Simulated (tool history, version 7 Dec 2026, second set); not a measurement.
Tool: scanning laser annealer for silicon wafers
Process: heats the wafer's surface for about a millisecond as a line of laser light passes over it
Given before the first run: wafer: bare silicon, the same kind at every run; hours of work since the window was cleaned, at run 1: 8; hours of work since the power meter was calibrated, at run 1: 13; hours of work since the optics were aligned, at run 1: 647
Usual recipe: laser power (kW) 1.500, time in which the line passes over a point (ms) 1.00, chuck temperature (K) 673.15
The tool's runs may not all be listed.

run	hour	laser power (kW)	time in which the line passes over a point (ms)	chuck temperature (K)	hours of work since the window was cleaned	hours of work since the power meter was calibrated	hours of work since the optics were aligned	highest temperature of the surface (K)
1	0.0	1.500	1.00	673.15	8	13	647	1406.15
2	29.1	1.500	1.00	673.15	29	34	668	1404.15
3	55.1	1.500	1.00	673.15	48	53	687	1402.15
4	79.4	1.500	1.00	660.15	66	70	704	1391.15
5	111.4	1.500	1.00	660.15	89	93	727	1389.15
6	152.6	1.500	1.00	660.15	118	123	757	1390.15
7	179.7	1.500	1.00	660.15	138	142	776	1390.15
8	207.8	1.500	1.00	660.15	158	162	797	1387.15
9	235.7	1.500	1.00	660.15	178	183	817	1389.15
10	262.1	1.500	1.00	660.15	197	202	836	1386.15
11	282.8	1.500	1.00	660.15	212	216	851	1387.15
12	307.5	1.500	1.00	679.15	230	234	868	1407.15
13	327.1	1.500	1.00	667.15	244	248	882	1395.15
14	354.6	1.500	1.00	673.15	264	268	902	1399.15
15	373.0	1.500	1.00	673.15	277	281	915	1400.15
16	391.2	1.458	1.00	673.15	290	294	929	1380.15
17	423.1	1.500	1.13	685.15	313	317	952	1461.15
18	453.7	1.500	1.13	685.15	335	339	974	1459.15
19	491.5	1.500	0.98	673.15	362	367	1001	1394.15
20	528.4	1.306	1.00	673.15	389	393	1027	1312.15
21	564.8	1.500	1.04	703.15	415	419	1053	1440.15
22	598.6	1.515	1.00	673.15	439	444	1078	1400.15
23	629.8	1.284	0.89	673.15	462	466	1100	1255.15
24	652.1	1.587	1.00	686.15	478	482	1116	1442.15
25	675.6	1.587	1.00	686.15	495	499	1133	1444.15
26	700.4	1.500	1.00	710.15	513	517	1151	1431.15
27	726.6	1.323	1.01	673.15	532	536	1170	1318.15
28	767.3	1.323	0.86	676.15	561	565	1199	1261.15
29	790.1	1.603	1.15	676.15	577	582	1216	1499.15
30	811.3	1.555	1.06	673.15	592	597	1231	1438.15
31	829.1	1.500	0.75	681.15	605	610	1244	1286.15
32	870.2	1.575	0.74	695.15	635	639	1273	1327.15

3 options for the next run, each taken on its own from the tool as it stands now. Forecast them:
A	904.9	1.575	0.74	692.15	660	664	1298	?
B	904.9	1.285	0.95	673.15	660	664	1298	?
C	904.9	1.438	0.98	695.15	660	664	1298	?

run	highest temperature of the surface (K)
A	1323.15
B	1272.15
C	1375.15
With the hidden condition removed and each run's random variation left untouched, the same runs would have given:
run	highest temperature of the surface (K)
A	1343.15
B	1291.15
C	1397.15

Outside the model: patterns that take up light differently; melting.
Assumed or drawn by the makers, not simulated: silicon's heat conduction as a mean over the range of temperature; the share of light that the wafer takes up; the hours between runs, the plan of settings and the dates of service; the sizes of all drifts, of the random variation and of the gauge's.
